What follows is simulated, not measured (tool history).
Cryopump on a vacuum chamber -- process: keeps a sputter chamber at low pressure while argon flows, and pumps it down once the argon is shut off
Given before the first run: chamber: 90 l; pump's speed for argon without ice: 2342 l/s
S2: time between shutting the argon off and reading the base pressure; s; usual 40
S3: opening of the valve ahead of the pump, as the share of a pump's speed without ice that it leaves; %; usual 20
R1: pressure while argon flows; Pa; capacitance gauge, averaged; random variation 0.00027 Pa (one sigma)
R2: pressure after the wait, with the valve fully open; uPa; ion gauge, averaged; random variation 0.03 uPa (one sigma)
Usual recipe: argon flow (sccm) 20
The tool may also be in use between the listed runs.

Run 1, hour 0: usual settings. Result: R1 0.0727 Pa, R2 1.75 uPa.
Run 2, hour 23.7: usual settings but S2 50 s. Result: R1 0.073 Pa, R2 1.42 uPa.
Run 3, hour 44.1: usual settings. Result: R1 0.0732 Pa, R2 1.73 uPa.
Run 4, hour 70.4: usual settings. Result: R1 0.0729 Pa, R2 1.68 uPa.
Run 5, hour 84: usual settings. Result: R1 0.0731 Pa, R2 1.71 uPa.
Run 6, hour 108.9: usual settings but S2 33 s. Result: R1 0.073 Pa, R2 1.97 uPa.
Run 7, hour 120.6: usual settings but S2 33 s. Result: R1 0.0736 Pa, R2 1.94 uPa.
Run 8, hour 141.9: usual settings but S2 33 s. Result: R1 0.0736 Pa, R2 1.98 uPa.
Run 9, hour 165.8: usual settings but S3 28 %. Result: R1 0.0532 Pa, R2 1.71 uPa.
Run 10, hour 185.4: usual settings but argon flow (sccm) 32, S3 28 %. Result: R1 0.0845 Pa, R2 1.79 uPa.
Run 11, hour 201.2: usual settings but argon flow (sccm) 32, S2 29 s, S3 28 %. Result: R1 0.0844 Pa, R2 2.3 uPa.
Run 12, hour 228: usual settings but argon flow (sccm) 32, S2 29 s, S3 28 %. Result: R1 0.0852 Pa, R2 2.23 uPa.
Run 13, hour 244.9: usual settings but S2 258 s. Result: R1 0.0731 Pa, R2 0.61 uPa.
Run 14, hour 262.4: usual settings but S2 258 s. Result: R1 0.0739 Pa, R2 0.61 uPa.
Run 15, hour 283.5: usual settings but S2 260 s. Result: R1 0.074 Pa, R2 0.65 uPa.
Run 16, hour 306.6: usual settings. Result: R1 0.0738 Pa, R2 1.86 uPa.
Run 17, hour 320.9: usual settings but S2 180 s. Result: R1 0.074 Pa, R2 0.75 uPa.
Run 18, hour 334: usual settings but argon flow (sccm) 11, S2 27 s. Result: R1 0.0409 Pa, R2 2.49 uPa.
Run 19, hour 347.9: usual settings but argon flow (sccm) 39, S2 27 s, S3 49 %. Result: R1 0.0608 Pa, R2 2.56 uPa.
Run 20, hour 372.7: usual settings but argon flow (sccm) 21, S2 181 s, S3 31 %. Result: R1 0.0514 Pa, R2 0.77 uPa.
Run 21, hour 394.3: usual settings but argon flow (sccm) 17, S2 145 s, S3 24 %. Result: R1 0.0528 Pa, R2 0.94 uPa.
Run 22, hour 416.3: usual settings but argon flow (sccm) 18, S2 253 s, S3 21 %. Result: R1 0.0633 Pa, R2 0.73 uPa.
Run 23, hour 438.5: usual settings but argon flow (sccm) 18, S2 253 s, S3 21 %. Result: R1 0.0639 Pa, R2 0.71 uPa.
Run 24, hour 450.9: usual settings but argon flow (sccm) 9, S3 21 %. Result: R1 0.032 Pa, R2 1.94 uPa.
Run 25, hour 471.4: usual settings but argon flow (sccm) 9, S3 21 %. Result: R1 0.0321 Pa, R2 1.9 uPa.
At hour 497.6: pump warmed up, emptied and cooled again.
Run 26, hour 497.6: usual settings but argon flow (sccm) 9, S3 21 %. Result: R1 0.0307 Pa, R2 1.9 uPa.
Run 27, hour 511: usual settings but argon flow (sccm) 9, S3 21 %. Result: R1 0.0309 Pa, R2 1.86 uPa.
Run 28, hour 532.9: usual settings but argon flow (sccm) 10, S2 211 s, S3 52 %. Result: R1 0.0138 Pa, R2 0.79 uPa.
Run 29, hour 547.6: usual settings but argon flow (sccm) 10, S2 211 s, S3 52 %. Result: R1 0.0138 Pa, R2 0.76 uPa.
Run 30, hour 571.6: usual settings but argon flow (sccm) 10, S2 211 s, S3 19 %. Result: R1 0.0381 Pa, R2 0.79 uPa.
Run 31, hour 589.8: usual settings but argon flow (sccm) 14, S2 76 s. Result: R1 0.0508 Pa, R2 1.3 uPa.
Run 32, hour 615.5: usual settings but argon flow (sccm) 22, S2 72 s, S3 36 %. Result: R1 0.0447 Pa, R2 1.3 uPa.
Run 33, hour 626.7: usual settings but argon flow (sccm) 22, S2 72 s, S3 36 %. Result: R1 0.0448 Pa, R2 1.36 uPa.

How would selected steps in R1 from run to run divide? Give the signed amount a tool lacking its hidden state would still show from settings, what came in and random variation, and the signed amount left for the hidden state, including any gauge scatter that is not in both of the compared results.
What the log doesn't record here: pump's speed, % of a pump's without ice; cold plate's temperature, K; leak into the chamber, uPa l/s; drift of the gauge itself on working_pa, %; drift of the gauge itself on base_upa, %.
Run 9 -> 10: argon flow (sccm) 20 -> 32. R1 +0.0313 Pa: hidden state +0.0007, all else +0.0306.
Run 17 -> 18: argon flow (sccm) 20 -> 11, S2 180 -> 27. R1 -0.0331 Pa: hidden state -0.0009, all else -0.0322.
Run 18 -> 19: argon flow (sccm) 11 -> 39, S3 20 -> 49. R1 +0.0199 Pa: hidden state +0.0027, all else +0.0172.
Run 19 -> 20: argon flow (sccm) 39 -> 21, S2 27 -> 181, S3 49 -> 31. R1 -0.0094 Pa: hidden state -0.0016, all else -0.0078.
Run 23 -> 24: argon flow (sccm) 18 -> 9, S2 253 -> 40. R1 -0.0319 Pa: hidden state -0.001, all else -0.0309.
